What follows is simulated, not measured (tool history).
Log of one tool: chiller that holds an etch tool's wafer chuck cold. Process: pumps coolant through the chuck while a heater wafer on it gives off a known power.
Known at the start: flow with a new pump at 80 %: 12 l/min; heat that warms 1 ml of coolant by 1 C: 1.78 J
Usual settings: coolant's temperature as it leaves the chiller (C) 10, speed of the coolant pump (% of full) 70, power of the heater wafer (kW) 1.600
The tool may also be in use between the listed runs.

run     day  coolant's temperature as it leaves the chiller (C)  speed of the coolant pump (% of full)  power of the heater wafer (kW)  chuck's temperature once it has settled (C)  how much warmer the coolant comes back (C)
  1   0.000                                                  10                                     70                           1.600                                         24.1                                        5.10
  2   2.621                                                  10                                     70                           1.600                                         24.0                                        5.12
  3   3.875                                                  10                                     70                           1.600                                         24.0                                        5.14
  4   6.125                                                  10                                     70                           1.600                                         24.1                                        5.13
  5   8.662                                                  10                                     70                           1.600                                         24.1                                        5.14
  6  11.254                                                  10                                     79                           1.600                                         23.0                                        4.63
  7  13.488                                                  10                                     70                           1.600                                         24.1                                        5.14
  8  15.117                                                  10                                     70                           1.600                                         24.2                                        5.12
  9  16.462                                                  10                                     70                           1.600                                         24.2                                        5.20
 10  17.721                                                  10                                     70                           1.600                                         24.1                                        5.24
 11  19.671                                                  11                                     63                           1.019                                         20.7                                        3.73
     22.329  -- coolant changed, channels flushed
 12  22.550                                                  11                                     63                           1.019                                         20.5                                        3.74
 13  23.933                                                  14                                     90                           1.713                                         26.6                                        4.43
 14  25.371                                                   4                                     90                           2.176                                         19.8                                        5.56
 15  26.888                                                   3                                     99                           1.571                                         13.8                                        3.68
 16  29.104                                                  11                                     81                           2.298                                         29.2                                        6.55
 17  31.375                                                  16                                     91                           0.836                                         22.1                                        2.26
 18  33.975                                                   7                                     63                           1.039                                         16.9                                        3.86
 19  35.900                                                   7                                     63                           1.039                                         16.9                                        3.88
 20  37.925                                                   3                                     62                           0.946                                         12.0                                        3.65

4 ways to go on from here, each from the tool as it stands after run 20. What would each give?
  A  39.604                                                  10                                     70                           2.173                                            ?                                           ?
  B  39.604                                                   3                                     85                           0.946                                            ?                                           ?
  C  39.604                                                   4                                     97                           1.203                                            ?                                           ?
  D  39.604                                                   7                                     93                           1.309                                            ?                                           ?

run  chuck's temperature once it has settled (C)  how much warmer the coolant comes back (C)
  A                                         29.1                                        7.23
  B                                         10.4                                        2.72
  C                                         12.5                                        2.99
  D                                         16.4                                        3.41
Without the tool's hidden state the same runs would have given:
run  chuck's temperature once it has settled (C)  how much warmer the coolant comes back (C)
  A                                         29.0                                        6.99
  B                                         10.4                                        2.48
  C                                         12.5                                        2.76
  D                                         16.4                                        3.17

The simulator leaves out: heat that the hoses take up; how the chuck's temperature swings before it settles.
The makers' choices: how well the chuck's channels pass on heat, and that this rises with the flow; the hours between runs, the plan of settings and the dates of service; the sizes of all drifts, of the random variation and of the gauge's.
